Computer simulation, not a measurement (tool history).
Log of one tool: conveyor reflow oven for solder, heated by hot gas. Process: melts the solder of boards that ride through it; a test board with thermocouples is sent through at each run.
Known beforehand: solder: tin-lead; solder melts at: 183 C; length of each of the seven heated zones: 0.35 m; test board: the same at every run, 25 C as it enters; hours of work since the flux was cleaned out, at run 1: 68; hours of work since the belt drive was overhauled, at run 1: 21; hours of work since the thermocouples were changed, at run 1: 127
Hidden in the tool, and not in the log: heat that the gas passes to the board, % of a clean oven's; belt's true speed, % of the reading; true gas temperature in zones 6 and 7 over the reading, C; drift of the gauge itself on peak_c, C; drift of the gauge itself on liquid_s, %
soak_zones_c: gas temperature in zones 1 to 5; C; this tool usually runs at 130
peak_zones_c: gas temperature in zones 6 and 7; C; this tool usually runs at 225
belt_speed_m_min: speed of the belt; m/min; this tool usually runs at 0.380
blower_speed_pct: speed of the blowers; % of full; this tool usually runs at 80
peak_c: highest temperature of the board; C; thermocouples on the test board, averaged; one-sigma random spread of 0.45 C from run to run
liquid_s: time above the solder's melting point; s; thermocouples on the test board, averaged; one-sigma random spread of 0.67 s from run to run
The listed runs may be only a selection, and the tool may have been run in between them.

run,day,soak_zones_c,peak_zones_c,belt_speed_m_min,blower_speed_pct,hours of work since the flux was cleaned out,hours of work since the belt drive was overhauled,hours of work since the thermocouples were changed,peak_c,liquid_s
1,0.000,130,225,0.380,80,68,21,127,211.0,74.7
2,1.867,130,225,0.380,80,101,54,160,211.5,72.7
3,3.725,130,225,0.380,83,133,86,192,212.0,73.7
4,4.871,130,225,0.380,83,153,106,212,211.3,73.5
5,6.088,130,225,0.380,83,175,127,233,212.3,72.5
# day 6.358: belt drive overhauled, speed set with a stopwatch
6,7.546,130,225,0.339,80,197,21,256,214.7,88.0
7,8.625,130,225,0.339,80,216,40,275,214.4,86.4
8,10.221,130,225,0.407,80,244,67,303,208.3,64.4
9,11.488,123,214,0.368,51,266,90,325,193.9,36.9
10,12.808,125,237,0.404,88,289,113,348,219.4,75.3

Forecast run 11:
# day 13.896: belt drive overhauled, speed set with a stopwatch, once more
11,14.229,130,219,0.380,80,311,6,370,?,?

Run 11 yielded peak_c 204.9 C, liquid_s 63.8 s.
Without the tool's hidden state the same run would have given peak_c 206.5 C, liquid_s 68.1 s.
